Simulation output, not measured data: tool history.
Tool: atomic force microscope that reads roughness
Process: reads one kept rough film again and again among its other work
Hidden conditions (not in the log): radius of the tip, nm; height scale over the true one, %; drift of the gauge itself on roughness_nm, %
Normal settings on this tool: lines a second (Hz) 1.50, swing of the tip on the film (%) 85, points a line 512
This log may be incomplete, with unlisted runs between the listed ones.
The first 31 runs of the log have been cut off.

run	day	lines a second (Hz)	swing of the tip on the film (%)	points a line	pictures with this tip	hours of work since the height scale was calibrated	roughness of the kept film (nm (root mean square))
32	44.883	2.09	85	518	114	958	4.287
# day 45.933: new tip fitted
33	46.446	1.50	68	474	28	987	4.594
34	47.433	1.50	58	286	83	1005	4.573
35	48.325	0.64	77	293	133	1022	4.527
# day 48.992: new tip fitted
36	49.621	1.70	77	283	34	1046	4.481
37	51.208	1.70	77	283	123	1075	4.408
# day 52.121: new tip fitted
38	52.846	0.60	79	393	40	1105	4.586
39	54.079	0.83	68	787	109	1128	4.545
# day 55.142: new tip fitted
40	55.179	0.83	68	787	3	1148	4.656
41	56.412	0.83	68	787	71	1171	4.587
42	57.442	0.51	85	838	128	1190	4.525

Alternative continuations, all from the tool just after run 42; predict every row:
# day 58.175: new tip fitted
A	58.588	1.24	67	316	22	1211	?
# day 58.175: new tip fitted
B	58.588	1.50	90	508	22	1211	?
# day 58.175: new tip fitted
C	58.588	0.79	67	314	22	1211	?
# day 58.175: new tip fitted
D	58.588	0.95	63	869	22	1211	?

run	roughness of the kept film (nm (root mean square))
A	4.591
B	4.382
C	4.632
D	4.661
Stripped of hidden state, with their random variation kept, the same runs would have yielded:
run	roughness of the kept film (nm (root mean square))
A	4.644
B	4.433
C	4.686
D	4.715
